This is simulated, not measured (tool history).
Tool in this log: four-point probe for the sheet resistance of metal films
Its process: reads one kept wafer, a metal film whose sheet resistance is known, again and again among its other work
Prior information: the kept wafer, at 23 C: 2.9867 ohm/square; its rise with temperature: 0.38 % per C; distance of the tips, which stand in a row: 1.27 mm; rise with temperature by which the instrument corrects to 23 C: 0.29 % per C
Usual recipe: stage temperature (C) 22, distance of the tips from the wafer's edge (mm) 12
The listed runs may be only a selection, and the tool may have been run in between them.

| run | hour | stage temperature (C) | distance of the tips from the wafer's edge (mm) | sheet resistance as the instrument gives it (ohm/square) |
|---|---|---|---|---|
| 1 | 0 | 22 | 12 | 3.004148 |
| 2 | 14.7 | 22 | 12 | 3.003675 |
| 3 | 25.4 | 22 | 20 | 2.992961 |
| 4 | 33.3 | 22 | 33 | 2.988242 |
| 5 | 46.4 | 22 | 33 | 2.989311 |
| 6 | 60.6 | 22 | 33 | 2.987809 |
| 7 | 78.2 | 33 | 30 | 3.015993 |
| 8 | 95 | 22 | 58 | 2.985582 |
|  | 96.7 | stage's thermometer calibrated |
| 9 | 109 | 26 | 12 | 3.015392 |
| 10 | 121.4 | 21 | 20 | 2.990559 |
| 11 | 138.7 | 21 | 20 | 2.990548 |
| 12 | 147.1 | 29 | 5 | 3.105437 |

Each row is a separate what-if for the run after 12, all from the same tool condition, not one after another. Results?
| A | 154.5 | 29 | 23 | ? |
| B | 154.5 | 22 | 6 | ? |
| C | 154.5 | 30 | 63 | ? |
| D | 154.5 | 34 | 70 | ? |
| E | 154.5 | 27 | 10 | ? |

| run | sheet resistance as the instrument gives it (ohm/square) |
|---|---|
| A | 3.008995 |
| B | 3.056756 |
| C | 3.007988 |
| D | 3.01762 |
| E | 3.025652 |
With no hidden state in the tool, these same runs would have given:
| run | sheet resistance as the instrument gives it (ohm/square) |
|---|---|
| A | 3.006537 |
| B | 3.054173 |
| C | 3.005543 |
| D | 3.015214 |
| E | 3.023157 |
